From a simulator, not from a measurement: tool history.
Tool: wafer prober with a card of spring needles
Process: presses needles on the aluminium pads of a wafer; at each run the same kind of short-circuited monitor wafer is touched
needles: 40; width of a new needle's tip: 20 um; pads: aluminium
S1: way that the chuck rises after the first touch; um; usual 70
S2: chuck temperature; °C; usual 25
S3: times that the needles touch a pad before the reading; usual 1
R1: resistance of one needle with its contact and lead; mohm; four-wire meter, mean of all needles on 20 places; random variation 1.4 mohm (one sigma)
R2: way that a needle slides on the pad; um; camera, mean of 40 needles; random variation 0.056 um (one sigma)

run    day  S1  S2  S3   R1     R2
  1      0  70  25   1  138  10.75
     0.042  -- tips cleaned on abrasive film
     0.388  -- tips cleaned on abrasive film
  2  0.388  70  25   1  125  10.66
     0.771  -- tips cleaned on abrasive film
  3  0.821  70  25   1  130  10.57
     1.129  -- tips cleaned on abrasive film
  4  1.271  70  25   1  131  10.64
     1.504  -- tips cleaned on abrasive film
     1.883  -- tips cleaned on abrasive film
  5  1.883  70  25   1  126  10.55
     2.246  -- tips cleaned on abrasive film
  6  2.312  70  25   1  130   10.6
     2.642  -- tips cleaned on abrasive film
  7  2.821  70  25   1  135  10.55
     3.017  -- tips cleaned on abrasive film
  8  3.238  70  25   1  135  10.58
     3.379  -- tips cleaned on abrasive film
  9  3.512  70  25   1  132  10.56
     3.725  -- tips cleaned on abrasive film
     4.079  -- tips cleaned on abrasive film
 10  4.079  83  25   1  124  12.57
      4.45  -- tips cleaned on abrasive film
 11  4.508  70  30   1  132  10.48
     4.817  -- tips cleaned on abrasive film
 12  4.871  70  30   1  129  10.56
     5.188  -- tips cleaned on abrasive film
 13  5.425  70  25   1  140   10.5
     5.567  -- tips cleaned on abrasive film
 14    5.9  70  25   1  137  10.52
     5.942  -- tips cleaned on abrasive film
     6.308  -- tips cleaned on abrasive film
 15  6.392  70  25   1  131  10.28

Forecast run 16:
     6.671  -- tips cleaned on abrasive film
 16  6.833  52  35   2   ?   ?

{"run 16": {"R1": 142, "R2": 7.52}}
Without the tool's hidden state the same run would have given R1 131 mohm, R2 8.01 um.
